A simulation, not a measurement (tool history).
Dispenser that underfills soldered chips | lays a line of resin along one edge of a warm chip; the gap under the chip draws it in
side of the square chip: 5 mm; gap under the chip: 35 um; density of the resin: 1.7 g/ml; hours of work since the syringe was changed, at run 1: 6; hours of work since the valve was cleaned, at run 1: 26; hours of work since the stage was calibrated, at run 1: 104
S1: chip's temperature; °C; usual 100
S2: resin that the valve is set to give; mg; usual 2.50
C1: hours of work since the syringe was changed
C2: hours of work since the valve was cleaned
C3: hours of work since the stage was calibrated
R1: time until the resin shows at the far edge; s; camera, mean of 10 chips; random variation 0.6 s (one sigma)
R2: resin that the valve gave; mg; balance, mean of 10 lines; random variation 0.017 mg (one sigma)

Run 1, hour 0.0: usual settings; C1 6; C2 26; C3 104. Result: R1 75.8 s, R2 2.44 mg.
At hour 4.6: new syringe of resin.
Run 2, hour 7.7: usual settings; C1 2; C2 31; C3 109. Result: R1 58.7 s, R2 2.51 mg.
Run 3, hour 17.1: usual settings; C1 8; C2 37; C3 115. Result: R1 90.0 s, R2 2.45 mg.
At hour 18.4: new syringe of resin.
Run 4, hour 23.8: usual settings; C1 4; C2 41; C3 120. Result: R1 64.8 s, R2 2.47 mg.
Run 5, hour 28.7: usual settings but S2 3.03 mg; C1 7; C2 44; C3 123. Result: R1 79.7 s, R2 2.98 mg.
At hour 31.6: new syringe of resin.
Run 6, hour 36.4: usual settings but S2 3.03 mg; C1 3; C2 49; C3 128. Result: R1 62.6 s, R2 2.99 mg.
At hour 45.1: new syringe of resin.
Run 7, hour 46.6: usual settings; C1 1; C2 56; C3 134. Result: R1 54.2 s, R2 2.45 mg.
Run 8, hour 52.6: usual settings but S1 94 °C; C1 5; C2 59; C3 138. Result: R1 92.4 s, R2 2.48 mg.
At hour 58.1: new syringe of resin.
Run 9, hour 61.9: usual settings but S1 109 °C; C1 2; C2 65; C3 144. Result: R1 40.0 s, R2 2.46 mg.
Run 10, hour 66.1: usual settings; C1 5; C2 68; C3 146. Result: R1 73.0 s, R2 2.45 mg.
At hour 71.3: new syringe of resin.
Run 11, hour 72.2: usual settings; C1 1; C2 72; C3 150. Result: R1 52.6 s, R2 2.48 mg.
Run 12, hour 79.0: usual settings; C1 5; C2 76; C3 155. Result: R1 71.0 s, R2 2.46 mg.
Run 13, hour 83.7: usual settings; C1 8; C2 79; C3 158. Result: R1 88.5 s, R2 2.42 mg.
At hour 84.6: new syringe of resin.
Run 14, hour 94.2: usual settings but S2 2.24 mg; C1 6; C2 86; C3 164. Result: R1 78.9 s, R2 2.16 mg.
At hour 97.9: new syringe of resin.
Run 15, hour 100.2: usual settings but S2 2.16 mg; C1 2; C2 90; C3 168. Result: R1 57.1 s, R2 2.10 mg.
Run 16, hour 109.9: usual settings but S1 101 °C, S2 2.58 mg; C1 8; C2 96; C3 174. Result: R1 83.2 s, R2 2.51 mg.
At hour 111.0: new syringe of resin.
Run 17, hour 115.2: usual settings but S1 86 °C, S2 2.18 mg; C1 3; C2 99; C3 178. Result: R1 115.8 s, R2 2.13 mg.
At hour 124.2: new syringe of resin.
Run 18, hour 124.2: usual settings but S2 2.21 mg; C1 0; C2 105; C3 183. Result: R1 50.0 s, R2 2.12 mg.
Run 19, hour 129.5: usual settings but S1 92 °C, S2 2.32 mg; C1 3; C2 108; C3 187. Result: R1 91.3 s, R2 2.25 mg.
At hour 137.3: new syringe of resin.
Run 20, hour 137.6: usual settings but S1 92 °C, S2 2.32 mg; C1 0; C2 113; C3 192. Result: R1 71.8 s, R2 2.22 mg.
Run 21, hour 147.1: usual settings but S1 92 °C, S2 2.27 mg; C1 6; C2 120; C3 198. Result: R1 114.8 s, R2 2.18 mg.
At hour 150.2: new syringe of resin.
Run 22, hour 152.9: usual settings but S1 91 °C, S2 3.04 mg; C1 2; C2 123; C3 201. Result: R1 83.2 s, R2 2.92 mg.
Run 23, hour 160.0: usual settings but S1 96 °C, S2 2.15 mg; C1 6; C2 128; C3 206. Result: R1 95.6 s, R2 2.06 mg.
At hour 163.2: new syringe of resin.
Run 24, hour 164.8: usual settings but S1 106 °C; C1 1; C2 131; C3 209. Result: R1 41.6 s, R2 2.39 mg.
Run 25, hour 169.5: usual settings but S1 99 °C, S2 2.23 mg; C1 4; C2 134; C3 212. Result: R1 72.1 s, R2 2.15 mg.

Forecast each of these 3 alternatives for the next run:
At hour 176.2: new syringe of resin.
At hour 177.2: dispensing valve cleaned and set on the balance.
Run A, hour 177.2: usual settings but S1 104 °C, S2 2.24 mg; C1 0; C2 0; C3 216. Result: R1 ?, R2 ?.
At hour 176.2: new syringe of resin.
At hour 177.2: dispensing valve cleaned and set on the balance.
Run B, hour 177.2: usual settings but S1 99 °C, S2 2.12 mg; C1 0; C2 0; C3 216. Result: R1 ?, R2 ?.
At hour 176.2: new syringe of resin.
At hour 177.2: dispensing valve cleaned and set on the balance.
Run C, hour 177.2: usual settings but S1 94 °C, S2 2.55 mg; C1 0; C2 0; C3 216. Result: R1 ?, R2 ?.

run    R1    R2
  A  41.4  2.28
  B  52.9  2.14
  C  63.1  2.57
Without the tool's hidden state the same runs would have given:
run    R1    R2
  A  43.5  2.27
  B  55.6  2.14
  C  66.4  2.56

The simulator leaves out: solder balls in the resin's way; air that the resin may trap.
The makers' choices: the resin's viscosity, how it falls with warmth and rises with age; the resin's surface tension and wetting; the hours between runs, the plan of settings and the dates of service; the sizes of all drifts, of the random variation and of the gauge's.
